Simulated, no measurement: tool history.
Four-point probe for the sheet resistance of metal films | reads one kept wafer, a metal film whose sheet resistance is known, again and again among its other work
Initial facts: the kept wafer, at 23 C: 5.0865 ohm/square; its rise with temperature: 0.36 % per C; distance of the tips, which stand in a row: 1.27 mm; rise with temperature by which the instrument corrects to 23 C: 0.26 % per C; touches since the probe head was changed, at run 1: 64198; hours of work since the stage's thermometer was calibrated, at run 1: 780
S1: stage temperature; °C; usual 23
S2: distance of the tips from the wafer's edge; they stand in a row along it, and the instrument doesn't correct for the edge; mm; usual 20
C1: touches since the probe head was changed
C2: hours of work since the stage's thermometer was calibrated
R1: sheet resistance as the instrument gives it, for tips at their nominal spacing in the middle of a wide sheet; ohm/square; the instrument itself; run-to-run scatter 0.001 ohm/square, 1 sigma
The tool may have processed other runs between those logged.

run,hour,S1,S2,C1,C2,R1
1,0,23,20,64198,780,5.097056
2,66.1,23,20,65921,826,5.095727
3,101.1,29,20,66835,850,5.127419
4,141.5,29,20,67889,879,5.129592
5,199.1,20,20,69391,919,5.081638
# hour 223.7: new probe head fitted
6,241.4,20,20,461,948,5.082311
7,295.9,20,20,1881,986,5.081377
8,325.7,23,20,2660,1006,5.098053
9,354.6,23,20,3411,1027,5.097315
10,385.2,23,20,4211,1048,5.095873
11,416.1,23,20,5015,1069,5.097172
12,450.2,23,20,5907,1093,5.096199
13,516.4,23,20,7633,1139,5.097476
14,576.5,23,20,9199,1181,5.097012
15,637,23,20,10778,1224,5.09664
16,685.1,23,20,12032,1257,5.098847
17,723,23,20,13019,1284,5.096864
18,785,23,20,14636,1327,5.09751
19,826.6,23,20,15721,1356,5.097166
20,878.9,23,20,17087,1392,5.097812
21,912.9,29,11,17973,1416,5.153207
22,947.8,23,4,18883,1440,5.348026
23,986.2,23,9,19884,1467,5.141281
24,1027.1,28,25,20952,1496,5.116968
25,1093.2,33,55,22674,1542,5.137291
26,1157.7,27,20,24356,1587,5.115825
27,1198.6,23,3,25423,1615,5.52726
28,1241.1,26,10,26533,1645,5.146532
29,1298.8,26,10,28037,1685,5.145416
30,1338.6,26,10,29074,1713,5.145804
31,1402.1,23,10,30731,1757,5.130386
32,1443.8,23,10,31818,1786,5.130866
33,1508.6,23,45,33509,1832,5.088132
34,1555,33,20,34719,1864,5.145804
35,1603.2,23,4,35976,1898,5.346045
36,1669.1,31,71,37695,1944,5.126438

Some steps in R1, run to run, broken into two amounts with sign: the step expected even without the hidden condition (settings, incoming material, random variation), and the rest, left for the hidden condition together with whatever gauge scatter is not in both the measured and the hidden-condition-free result:
The tool's hidden condition here consists of: inner tips' distance over the nominal, %; tips' flats over new ones', %; wafer's true temperature over the reading, C; drift of the gauge itself on sheet_ohm, %.
Run 5 -> 6: new probe head fitted. R1 +0.000673 ohm/square: hidden state +0.000702, all else -0.000029.
Run 26 -> 27: S1 27 -> 23, S2 20 -> 3. R1 +0.411435 ohm/square: hidden state -0.000063, all else +0.411498.
Run 27 -> 28: S1 23 -> 26, S2 3 -> 10. R1 -0.380728 ohm/square: hidden state +0.000033, all else -0.380761.
Run 34 -> 35: S1 33 -> 23, S2 20 -> 4. R1 +0.200241 ohm/square: hidden state -0.000048, all else +0.200289.
Run 35 -> 36: S1 23 -> 31, S2 4 -> 71. R1 -0.219607 ohm/square: hidden state +0.000017, all else -0.219624.
